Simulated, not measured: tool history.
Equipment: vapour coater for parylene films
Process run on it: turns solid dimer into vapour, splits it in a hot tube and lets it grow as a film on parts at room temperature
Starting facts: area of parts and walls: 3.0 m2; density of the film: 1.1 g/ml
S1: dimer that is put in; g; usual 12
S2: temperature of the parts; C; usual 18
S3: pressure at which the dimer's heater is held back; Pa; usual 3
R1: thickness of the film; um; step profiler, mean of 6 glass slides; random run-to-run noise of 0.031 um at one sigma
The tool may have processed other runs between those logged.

run	hour	S1	S2	S3	R1
1	0	12	18	3	2.91
2	22	12	24	3	2.63
3	63.9	12	24	3	2.55
4	95.6	12	24	3	2.56
5	137.2	12	21	3	2.63
6	174.3	12	21	3	2.63
7	211	12	11	3	3.17
8	259.4	12	11	3	3.15
9	298.2	12	18	3	2.77
10	334	12	18	3	2.71
11	383.1	12	18	3	2.69
12	418	12	18	3	2.63
13	464.3	12	18	3	2.66
14	497.6	12	18	3	2.59
15	519.1	12	18	7.12	2.27
16	570.1	12	18	7.12	2.24
17	608.3	12	18	3	2.57
# hour 619.3: trap's valve overhauled
18	660.3	12	18	3	2.99
19	695.5	12	18	3	2.92
20	716.7	12	18	3.68	2.79
21	761.9	12	10	3.68	3.21
22	812.3	12	10	3.68	3.14
23	835.2	7	27	4.1	1.3
24	863.6	7	27	8.11	1.2
# hour 871.6: table's thermometer calibrated
25	893.5	11	12	2.11	3.11
26	940.3	11	12	2.11	3.07
27	971.4	11	12	2.11	3.02
28	1007	8	21	4.11	1.65
29	1033.9	8	13	4.11	1.95
30	1078.3	22	13	4.11	5.26
31	1124.4	22	13	4.11	5.21
32	1158.7	5	13	4.11	1.19
33	1190.3	12	16	3.05	2.78
34	1218.3	12	18	4.72	2.52
35	1248.7	7	11	2.41	1.79
36	1274.5	17	15	2.89	3.96
# hour 1309.7: trap's valve overhauled
37	1325.1	22	13	5.9	5.45
38	1350.9	16	27	3.1	3.35
39	1377.3	16	27	3.1	3.38
40	1415.4	15	10	5.08	3.87
41	1452.9	15	10	5.08	3.88
42	1498.5	7	10	2.73	2.03
43	1538	17	24	4.73	3.35
44	1579.1	17	15	9.6	3.5

Below, some changes in R1 between adjacent runs. For each, the amount present without the hidden state too (settings, incoming material, random variation) and the amount remaining for the hidden state with gauge scatter not shared by both compared results:
Unlogged tool condition in this case: vapour lost through the trap's worn valve, %; true temperature of the parts over the reading, C; drift of the gauge itself on film_um, %.
Run 17 -> 18: trap's valve overhauled. R1 +0.42 um: hidden state +0.39, all else +0.03.
Run 29 -> 30: S1 8 -> 22. R1 +3.31 um: hidden state -0.37, all else +3.68.
Run 31 -> 32: S1 22 -> 5. R1 -4.02 um: hidden state +0.44, all else -4.46.
Run 35 -> 36: S1 7 -> 17, S2 11 -> 15, S3 2.41 -> 2.89. R1 +2.17 um: hidden state -0.34, all else +2.51.
Run 36 -> 37: S1 17 -> 22, S2 15 -> 13, S3 2.89 -> 5.9, trap's valve overhauled. R1 +1.49 um: hidden state +0.56, all else +0.93.
